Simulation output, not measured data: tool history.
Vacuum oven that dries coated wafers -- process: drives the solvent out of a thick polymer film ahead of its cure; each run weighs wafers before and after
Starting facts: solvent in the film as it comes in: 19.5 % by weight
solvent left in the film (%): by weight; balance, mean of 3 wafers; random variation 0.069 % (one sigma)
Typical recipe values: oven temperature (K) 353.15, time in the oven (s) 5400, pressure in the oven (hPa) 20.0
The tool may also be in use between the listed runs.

Run 1, hour 0.0: usual settings. Result: solvent left in the film (%) 4.70.
Run 2, hour 17.0: usual settings. Result: solvent left in the film (%) 4.81.
Run 3, hour 26.5: usual settings. Result: solvent left in the film (%) 4.91.
Run 4, hour 39.0: usual settings. Result: solvent left in the film (%) 4.78.
Run 5, hour 52.4: usual settings. Result: solvent left in the film (%) 4.74.
Run 6, hour 62.2: usual settings. Result: solvent left in the film (%) 4.90.
At hour 64.6: vacuum gauge cleaned of residue and calibrated.
Run 7, hour 78.6: usual settings. Result: solvent left in the film (%) 4.90.
Run 8, hour 91.8: usual settings but oven temperature (K) 366.15. Result: solvent left in the film (%) 2.16.
Run 9, hour 105.6: usual settings but oven temperature (K) 342.15. Result: solvent left in the film (%) 7.82.
Run 10, hour 113.8: usual settings but oven temperature (K) 366.15. Result: solvent left in the film (%) 2.13.
Run 11, hour 126.5: usual settings but oven temperature (K) 346.15, time in the oven (s) 4620, pressure in the oven (hPa) 25.1. Result: solvent left in the film (%) 7.57.
Run 12, hour 140.8: usual settings but oven temperature (K) 346.15, time in the oven (s) 4620, pressure in the oven (hPa) 25.1. Result: solvent left in the film (%) 7.81.
Run 13, hour 155.1: usual settings but oven temperature (K) 357.15, time in the oven (s) 4620, pressure in the oven (hPa) 12.4. Result: solvent left in the film (%) 4.23.
At hour 165.7: vacuum gauge cleaned of residue and calibrated, once more.
Run 14, hour 168.9: usual settings but oven temperature (K) 366.15, time in the oven (s) 6000, pressure in the oven (hPa) 16.0. Result: solvent left in the film (%) 1.59.
Run 15, hour 178.3: usual settings but oven temperature (K) 366.15, time in the oven (s) 6000, pressure in the oven (hPa) 16.0. Result: solvent left in the film (%) 1.78.
Run 16, hour 195.3: usual settings but oven temperature (K) 356.15, time in the oven (s) 5820, pressure in the oven (hPa) 56.0. Result: solvent left in the film (%) 5.41.

Below are 3 alternative next runs, each starting from the tool's condition after run 16. Predict each:
Run A, hour 206.6: usual settings but oven temperature (K) 346.15, time in the oven (s) 5820, pressure in the oven (hPa) 56.0. Result: solvent left in the film (%) ?.
Run B, hour 206.6: usual settings but oven temperature (K) 356.15, time in the oven (s) 3240, pressure in the oven (hPa) 56.0. Result: solvent left in the film (%) ?.
Run C, hour 206.6: usual settings but oven temperature (K) 356.15, time in the oven (s) 4440, pressure in the oven (hPa) 40.6. Result: solvent left in the film (%) ?.

run  solvent left in the film (%)
  A                          8.49
  B                          8.01
  C                          5.92
Without the tool's hidden state the same runs would have given:
run  solvent left in the film (%)
  A                          8.71
  B                          8.19
  C                          6.10
